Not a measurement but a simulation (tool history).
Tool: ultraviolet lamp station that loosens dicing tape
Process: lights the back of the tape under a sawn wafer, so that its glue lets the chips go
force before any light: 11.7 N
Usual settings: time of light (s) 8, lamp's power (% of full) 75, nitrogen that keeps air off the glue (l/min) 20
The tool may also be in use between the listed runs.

run,hour,time of light (s),lamp's power (% of full),nitrogen that keeps air off the glue (l/min),force that peels the tape off (N),light that reached the tape (mJ/cm²)
1,0.0,8,75,20,0.624,222
2,13.7,8,79,20,0.559,237
3,21.4,8,79,20,0.593,236
4,33.3,8,79,20,0.614,232
5,44.3,8,79,20,0.621,230
6,57.3,8,79,20,0.625,230
7,68.1,8,79,20,0.642,229
8,81.2,8,79,20,0.651,227
9,95.9,8,79,20,0.662,218
# hour 97.9: window cleaned of glue's vapour
10,111.2,8,79,20,0.717,217
11,128.4,8,79,17,0.787,213
12,140.3,8,79,17,0.778,211
13,151.2,8,79,17,0.794,211
# hour 165.0: window cleaned of glue's vapour, once more
14,167.9,5,85,10,2.011,156
15,180.9,5,61,10,3.316,109
16,199.2,5,61,10,3.239,113
17,210.4,10,61,9,1.157,219

Forecast run 18:
18,227.8,10,61,9,?,?

{"run 18": {"force that peels the tape off (N)": 1.231, "light that reached the tape (mJ/cm²)": 214}}
Without the tool's hidden state the same run would have given force that peels the tape off (N) 0.901, light that reached the tape (mJ/cm²) 249.
